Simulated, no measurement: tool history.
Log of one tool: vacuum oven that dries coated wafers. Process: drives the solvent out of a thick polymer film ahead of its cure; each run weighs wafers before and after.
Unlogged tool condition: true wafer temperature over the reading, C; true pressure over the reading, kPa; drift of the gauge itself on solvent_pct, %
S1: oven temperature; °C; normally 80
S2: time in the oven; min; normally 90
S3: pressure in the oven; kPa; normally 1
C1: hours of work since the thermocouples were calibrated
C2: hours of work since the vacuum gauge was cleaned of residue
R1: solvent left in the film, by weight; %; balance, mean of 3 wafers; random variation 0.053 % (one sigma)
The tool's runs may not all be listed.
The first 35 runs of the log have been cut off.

run	day	S1	S2	S3	C1	C2	R1
36	107.696	87	136	1	412	2461	0.62
37	109.654	87	136	1	437	2487	0.72
38	112.975	72	125	1.13	480	2530	2.44
39	116.558	92	88	1.13	527	2576	0.68
40	119.371	92	88	1.13	563	2613	0.78
41	121.433	67	67	1.12	590	2639	6.02
42	124.746	70	47	0.97	633	2682	6.44
43	127.262	70	47	0.97	665	2715	6.36
44	131.442	78	57	0.75	719	2769	3.4
45	135.242	78	57	0.75	769	2818	3.36
46	139.921	78	57	0.75	829	2879	3.31
# day 142.758: vacuum gauge cleaned of residue and calibrated
47	144.2	78	57	0.75	884	19	3.36

Branching from run 47: 3 alternative next runs. What would each branch give?
A	146.817	86	138	0.75	918	53	?
B	146.817	78	77	0.67	918	53	?
C	146.817	78	112	0.75	918	53	?

run	R1
A	0.55
B	2.27
C	1.42
With no hidden state in the tool, these same runs would have given:
run	R1
A	0.55
B	2.27
C	1.42
